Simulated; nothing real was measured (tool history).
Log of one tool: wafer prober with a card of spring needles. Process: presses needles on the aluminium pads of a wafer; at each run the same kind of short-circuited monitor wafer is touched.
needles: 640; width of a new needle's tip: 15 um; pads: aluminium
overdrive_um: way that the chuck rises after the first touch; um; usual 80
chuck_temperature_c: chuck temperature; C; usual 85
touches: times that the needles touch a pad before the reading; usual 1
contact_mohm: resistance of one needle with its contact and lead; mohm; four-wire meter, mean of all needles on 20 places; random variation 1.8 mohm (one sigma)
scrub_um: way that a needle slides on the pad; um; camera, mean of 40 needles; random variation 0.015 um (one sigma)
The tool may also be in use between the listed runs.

run	day	overdrive_um	chuck_temperature_c	touches	contact_mohm	scrub_um
1	0.000	80	85	1	209	12.79
# day 0.129: tips cleaned on abrasive film
# day 0.654: tips cleaned on abrasive film
2	0.654	71	85	1	187	11.35
3	1.096	71	85	1	220	11.36
# day 1.196: tips cleaned on abrasive film
4	1.617	71	85	1	218	11.37
# day 1.733: tips cleaned on abrasive film
5	2.083	71	85	1	214	11.32
# day 2.250: tips cleaned on abrasive film
6	2.500	71	85	1	211	11.32
# day 2.817: tips cleaned on abrasive film
7	3.067	71	85	1	212	11.34
# day 3.371: tips cleaned on abrasive film
8	3.512	80	90	1	198	12.75
# day 3.896: tips cleaned on abrasive film
9	4.017	80	90	1	192	12.74
# day 4.425: tips cleaned on abrasive film
10	4.546	80	90	1	193	12.73
# day 4.646: height of the first contact set anew
# day 4.958: tips cleaned on abrasive film
# day 5.483: tips cleaned on abrasive film
11	5.483	80	90	1	185	12.63
# day 6.050: tips cleaned on abrasive film
12	6.375	80	85	1	207	12.62
# day 6.575: tips cleaned on abrasive film
13	7.054	99	65	2	190	15.69
# day 7.138: tips cleaned on abrasive film
# day 7.638: tips cleaned on abrasive film
14	7.871	80	94	2	198	12.59
# day 8.188: tips cleaned on abrasive film
# day 8.725: tips cleaned on abrasive film
15	8.762	80	94	2	185	12.57
# day 9.238: tips cleaned on abrasive film
16	9.667	80	94	2	204	12.55
# day 9.783: tips cleaned on abrasive film
# day 9.917: height of the first contact set anew, once more
17	10.142	80	39	2	189	12.83
# day 10.308: tips cleaned on abrasive film
18	10.754	83	27	1	202	13.30
# day 10.817: tips cleaned on abrasive film
# day 11.338: tips cleaned on abrasive film
19	11.454	80	27	1	184	12.80
# day 11.858: tips cleaned on abrasive film
20	11.979	80	27	1	189	12.81
# day 12.371: tips cleaned on abrasive film
21	12.500	64	57	1	200	10.24
# day 12.942: tips cleaned on abrasive film
22	13.050	93	120	3	188	14.87
# day 13.475: tips cleaned on abrasive film
23	13.883	71	53	3	188	11.33

Forecast each of these 4 alternatives for the next run:
# day 14.042: tips cleaned on abrasive film
# day 14.604: tips cleaned on abrasive film
A	14.825	75	76	2	?	?
# day 14.042: tips cleaned on abrasive film
# day 14.604: tips cleaned on abrasive film
B	14.825	87	38	1	?	?
# day 14.042: tips cleaned on abrasive film
# day 14.604: tips cleaned on abrasive film
C	14.825	71	53	1	?	?
# day 14.042: tips cleaned on abrasive film
# day 14.604: tips cleaned on abrasive film
D	14.825	80	85	2	?	?

run	contact_mohm	scrub_um
A	194	11.96
B	188	13.88
C	199	11.32
D	191	12.77
Without the tool's hidden state the same runs would have given:
run	contact_mohm	scrub_um
A	180	12.04
B	170	13.96
C	175	11.41
D	179	12.86
